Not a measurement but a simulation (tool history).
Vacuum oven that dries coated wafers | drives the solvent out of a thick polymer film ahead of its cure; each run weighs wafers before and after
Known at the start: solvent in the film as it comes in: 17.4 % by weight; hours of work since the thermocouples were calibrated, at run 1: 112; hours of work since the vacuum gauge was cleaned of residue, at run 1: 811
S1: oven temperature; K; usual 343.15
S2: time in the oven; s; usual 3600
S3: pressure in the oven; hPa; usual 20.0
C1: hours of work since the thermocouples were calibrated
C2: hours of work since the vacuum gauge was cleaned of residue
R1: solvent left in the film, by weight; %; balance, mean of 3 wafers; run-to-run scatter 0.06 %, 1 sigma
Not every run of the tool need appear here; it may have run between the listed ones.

run 1 day=0.000 | S1=343.15 S2=3600 S3=20.0 | C1=112 C2=811 | R1=3.38
run 2 day=2.408 | S1=343.15 S2=3600 S3=62.7 | C1=157 C2=857 | R1=5.39
run 3 day=4.133 | S1=343.15 S2=3600 S3=20.0 | C1=189 C2=889 | R1=3.52
run 4 day=6.554 | S1=343.15 S2=3600 S3=20.0 | C1=235 C2=934 | R1=3.38
run 5 day=7.871 | S1=343.15 S2=3600 S3=20.0 | C1=259 C2=959 | R1=3.58
run 6 day=10.467 | S1=343.15 S2=3600 S3=20.0 | C1=308 C2=1008 | R1=3.57
run 7 day=12.612 | S1=343.15 S2=3600 S3=20.0 | C1=348 C2=1048 | R1=3.42
run 8 day=15.050 | S1=343.15 S2=3600 S3=20.0 | C1=394 C2=1094 | R1=3.48
run 9 day=16.942 | S1=350.15 S2=3600 S3=20.0 | C1=430 C2=1130 | R1=1.68
run 10 day=18.275 | S1=350.15 S2=3600 S3=20.0 | C1=455 C2=1155 | R1=1.70
run 11 day=19.533 | S1=329.15 S2=3600 S3=20.0 | C1=479 C2=1178 | R1=9.13
-- day=20.162 vacuum gauge cleaned of residue and calibrated
run 12 day=22.000 | S1=343.15 S2=3600 S3=20.0 | C1=524 C2=35 | R1=3.34
run 13 day=23.958 | S1=343.15 S2=3600 S3=20.0 | C1=561 C2=71 | R1=3.38
run 14 day=25.167 | S1=343.15 S2=3600 S3=17.5 | C1=583 C2=94 | R1=3.34
run 15 day=27.467 | S1=343.15 S2=3600 S3=17.5 | C1=626 C2=137 | R1=3.36
run 16 day=29.625 | S1=330.15 S2=3600 S3=17.5 | C1=667 C2=178 | R1=8.45
run 17 day=31.671 | S1=330.15 S2=3600 S3=17.5 | C1=705 C2=216 | R1=8.59
run 18 day=33.738 | S1=330.15 S2=3600 S3=17.5 | C1=744 C2=255 | R1=8.45
run 19 day=36.321 | S1=343.15 S2=3600 S3=15.9 | C1=793 C2=304 | R1=3.28
run 20 day=38.696 | S1=343.15 S2=3600 S3=15.9 | C1=837 C2=348 | R1=3.39
run 21 day=39.967 | S1=343.15 S2=3600 S3=20.0 | C1=861 C2=372 | R1=3.62
run 22 day=41.917 | S1=343.15 S2=3600 S3=23.7 | C1=898 C2=409 | R1=3.79
run 23 day=43.675 | S1=343.15 S2=3600 S3=36.1 | C1=931 C2=442 | R1=4.46
run 24 day=45.000 | S1=328.15 S2=3120 S3=20.0 | C1=956 C2=467 | R1=10.16
run 25 day=47.242 | S1=334.15 S2=2880 S3=59.1 | C1=998 C2=509 | R1=10.53
run 26 day=49.854 | S1=341.15 S2=2220 S3=54.0 | C1=1047 C2=558 | R1=8.28
run 27 day=50.925 | S1=341.15 S2=2460 S3=50.2 | C1=1067 C2=578 | R1=7.52
run 28 day=53.154 | S1=343.15 S2=4320 S3=64.4 | C1=1109 C2=620 | R1=5.33
run 29 day=54.654 | S1=343.15 S2=4320 S3=64.4 | C1=1137 C2=648 | R1=5.44
run 30 day=57.288 | S1=343.15 S2=4320 S3=64.4 | C1=1187 C2=698 | R1=5.41
run 31 day=58.458 | S1=336.15 S2=3600 S3=20.0 | C1=1209 C2=720 | R1=6.48
run 32 day=60.004 | S1=329.15 S2=3600 S3=29.6 | C1=1238 C2=749 | R1=9.70
run 33 day=61.271 | S1=329.15 S2=3600 S3=29.6 | C1=1262 C2=772 | R1=10.06
run 34 day=63.679 | S1=329.15 S2=3600 S3=29.6 | C1=1307 C2=818 | R1=9.92
run 35 day=65.200 | S1=343.15 S2=3600 S3=30.7 | C1=1335 C2=846 | R1=4.33
run 36 day=66.554 | S1=340.15 S2=3600 S3=30.7 | C1=1361 C2=872 | R1=5.48
run 37 day=68.425 | S1=353.15 S2=3600 S3=20.0 | C1=1396 C2=907 | R1=1.39
run 38 day=70.233 | S1=353.15 S2=3600 S3=20.0 | C1=1430 C2=941 | R1=1.42
run 39 day=72.667 | S1=353.15 S2=3600 S3=20.0 | C1=1476 C2=986 | R1=1.42
run 40 day=74.121 | S1=343.15 S2=3600 S3=32.9 | C1=1503 C2=1014 | R1=4.57
run 41 day=75.746 | S1=333.15 S2=2160 S3=58.0 | C1=1534 C2=1044 | R1=11.74
-- day=77.104 oven's thermocouples calibrated
run 42 day=78.058 | S1=358.15 S2=3600 S3=20.0 | C1=18 C2=1086 | R1=0.73
run 43 day=79.996 | S1=331.15 S2=4800 S3=59.2 | C1=54 C2=1123 | R1=9.31
run 44 day=81.458 | S1=353.15 S2=6060 S3=20.0 | C1=82 C2=1150 | R1=0.93
run 45 day=82.925 | S1=353.15 S2=6060 S3=20.0 | C1=109 C2=1178 | R1=0.91
-- day=83.533 vacuum gauge cleaned of residue and calibrated
run 46 day=85.483 | S1=353.15 S2=6060 S3=20.0 | C1=156 C2=37 | R1=0.79

Hidden condition of the tool, last listed run before each entry between runs versus first listed run after:
Runs 11 to 12: vacuum gauge cleaned of residue and calibrated (day 20.162)
  true wafer temperature over the reading, C: -0.57 -> -0.62; true pressure over the reading, kPa: 0.284 -> -0.001
  measured minus no-state result, R1: +0.39 -> +0.20 %
Runs 41 to 42: oven's thermocouples calibrated (day 77.104)
  true wafer temperature over the reading, C: -1.86 -> -0.13; true pressure over the reading, kPa: 0.235 -> 0.244
  measured minus no-state result, R1: +0.76 -> +0.08 %
Runs 45 to 46: vacuum gauge cleaned of residue and calibrated (day 83.533)
  true wafer temperature over the reading, C: -0.25 -> -0.3; true pressure over the reading, kPa: 0.267 -> 0.003
  measured minus no-state result, R1: +0.11 -> +0.01 %
